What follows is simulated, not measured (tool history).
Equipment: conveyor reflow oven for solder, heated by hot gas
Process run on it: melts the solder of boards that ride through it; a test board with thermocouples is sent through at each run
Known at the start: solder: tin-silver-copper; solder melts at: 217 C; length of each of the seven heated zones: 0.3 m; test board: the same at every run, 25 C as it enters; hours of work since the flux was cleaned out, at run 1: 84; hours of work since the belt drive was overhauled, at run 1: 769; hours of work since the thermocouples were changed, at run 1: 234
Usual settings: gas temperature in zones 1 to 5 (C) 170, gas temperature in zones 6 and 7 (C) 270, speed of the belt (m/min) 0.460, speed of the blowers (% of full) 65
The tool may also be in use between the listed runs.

run	day	gas temperature in zones 1 to 5 (C)	gas temperature in zones 6 and 7 (C)	speed of the belt (m/min)	speed of the blowers (% of full)	hours of work since the flux was cleaned out	hours of work since the belt drive was overhauled	hours of work since the thermocouples were changed	highest temperature of the board (C)	time above the solder's melting point (s)
1	0.000	170	270	0.460	65	84	769	234	256.5	61.0
2	1.412	170	263	0.460	65	101	786	251	250.4	56.7
3	3.225	170	263	0.460	65	123	808	273	250.5	56.6
4	4.283	170	263	0.460	65	136	821	286	250.4	56.7
5	5.796	170	263	0.460	65	154	839	304	250.3	56.9
6	7.138	170	270	0.460	65	171	855	320	256.5	61.3
7	8.754	170	270	0.460	65	190	875	340	256.3	61.0
# day 9.371: flux residue cleaned out of gas plates and filters
8	10.704	161	276	0.493	57	16	896	361	257.8	54.0

Forecast run 9:
9	11.746	161	276	0.493	57	29	909	374	?	?

Run 9 measured highest temperature of the board (C) 257.4, time above the solder's melting point (s) 54.5.
Had the tool carried no hidden state, the very same run would have given highest temperature of the board (C) 257.1, time above the solder's melting point (s) 54.0.
